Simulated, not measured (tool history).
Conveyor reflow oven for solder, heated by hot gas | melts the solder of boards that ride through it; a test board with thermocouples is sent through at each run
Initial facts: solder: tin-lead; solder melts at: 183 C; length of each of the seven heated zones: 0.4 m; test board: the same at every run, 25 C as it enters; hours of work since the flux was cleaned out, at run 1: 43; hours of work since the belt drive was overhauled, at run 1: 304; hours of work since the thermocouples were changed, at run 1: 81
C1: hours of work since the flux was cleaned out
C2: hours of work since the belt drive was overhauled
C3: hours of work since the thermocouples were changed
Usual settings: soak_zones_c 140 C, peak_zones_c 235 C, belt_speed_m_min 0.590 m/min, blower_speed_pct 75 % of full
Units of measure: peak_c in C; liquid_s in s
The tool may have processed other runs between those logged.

run 1 hour=0.0 | soak_zones_c=140 peak_zones_c=235 belt_speed_m_min=0.590 blower_speed_pct=75 | C1=43 C2=304 C3=81 | peak_c=219.31 liquid_s=63.5
run 2 hour=44.2 | soak_zones_c=140 peak_zones_c=235 belt_speed_m_min=0.590 blower_speed_pct=75 | C1=73 C2=334 C3=111 | peak_c=219.06 liquid_s=63.1
run 3 hour=77.9 | soak_zones_c=140 peak_zones_c=235 belt_speed_m_min=0.590 blower_speed_pct=75 | C1=96 C2=357 C3=134 | peak_c=218.95 liquid_s=63.5
run 4 hour=136.6 | soak_zones_c=140 peak_zones_c=235 belt_speed_m_min=0.590 blower_speed_pct=75 | C1=136 C2=397 C3=174 | peak_c=218.55 liquid_s=62.9
-- hour=168.7 flux residue cleaned out of gas plates and filters
run 5 hour=176.3 | soak_zones_c=140 peak_zones_c=235 belt_speed_m_min=0.590 blower_speed_pct=75 | C1=5 C2=421 C3=198 | peak_c=219.61 liquid_s=63.9
run 6 hour=226.8 | soak_zones_c=126 peak_zones_c=235 belt_speed_m_min=0.590 blower_speed_pct=75 | C1=40 C2=455 C3=232 | peak_c=216.84 liquid_s=56.8
-- hour=234.4 belt drive overhauled, speed set with a stopwatch
run 7 hour=271.8 | soak_zones_c=126 peak_zones_c=235 belt_speed_m_min=0.590 blower_speed_pct=75 | C1=68 C2=25 C3=260 | peak_c=216.90 liquid_s=57.4
run 8 hour=307.7 | soak_zones_c=139 peak_zones_c=235 belt_speed_m_min=0.534 blower_speed_pct=75 | C1=92 C2=50 C3=285 | peak_c=222.04 liquid_s=73.2
run 9 hour=364.7 | soak_zones_c=139 peak_zones_c=228 belt_speed_m_min=0.534 blower_speed_pct=63 | C1=131 C2=89 C3=324 | peak_c=212.45 liquid_s=63.9
-- hour=404.7 flux residue cleaned out of gas plates and filters
run 10 hour=404.7 | soak_zones_c=139 peak_zones_c=228 belt_speed_m_min=0.534 blower_speed_pct=63 | C1=0 C2=113 C3=348 | peak_c=213.47 liquid_s=65.0
run 11 hour=443.9 | soak_zones_c=139 peak_zones_c=228 belt_speed_m_min=0.534 blower_speed_pct=63 | C1=27 C2=139 C3=374 | peak_c=213.46 liquid_s=65.3
run 12 hour=474.1 | soak_zones_c=138 peak_zones_c=233 belt_speed_m_min=0.534 blower_speed_pct=86 | C1=47 C2=160 C3=395 | peak_c=223.26 liquid_s=74.6
run 13 hour=512.5 | soak_zones_c=138 peak_zones_c=233 belt_speed_m_min=0.534 blower_speed_pct=86 | C1=73 C2=186 C3=421 | peak_c=223.26 liquid_s=74.6
-- hour=545.2 belt drive overhauled, speed set with a stopwatch, once more
run 14 hour=561.5 | soak_zones_c=138 peak_zones_c=233 belt_speed_m_min=0.534 blower_speed_pct=86 | C1=104 C2=11 C3=452 | peak_c=222.52 liquid_s=72.8

Selected run-to-run steps in peak_c, each split into two signed amounts: the part the tool would show with no hidden state at all (from settings, incoming material and random variation), and the remainder, which goes to the hidden state together with any gauge scatter not common to the measured and the hidden-state-free results:
What the log doesn't record here: heat that the gas passes to the board, % of a clean oven's; belt's true speed, % of the reading; true gas temperature in zones 6 and 7 over the reading, C; drift of the gauge itself on peak_c, C; drift of the gauge itself on liquid_s, %.
Run 9 -> 10: flux residue cleaned out of gas plates and filters. peak_c +1.02 C: hidden state +1.03, all else -0.01.
Run 11 -> 12: soak_zones_c 139 -> 138, peak_zones_c 228 -> 233, blower_speed_pct 63 -> 86. peak_c +9.80 C: hidden state -0.17, all else +9.97.

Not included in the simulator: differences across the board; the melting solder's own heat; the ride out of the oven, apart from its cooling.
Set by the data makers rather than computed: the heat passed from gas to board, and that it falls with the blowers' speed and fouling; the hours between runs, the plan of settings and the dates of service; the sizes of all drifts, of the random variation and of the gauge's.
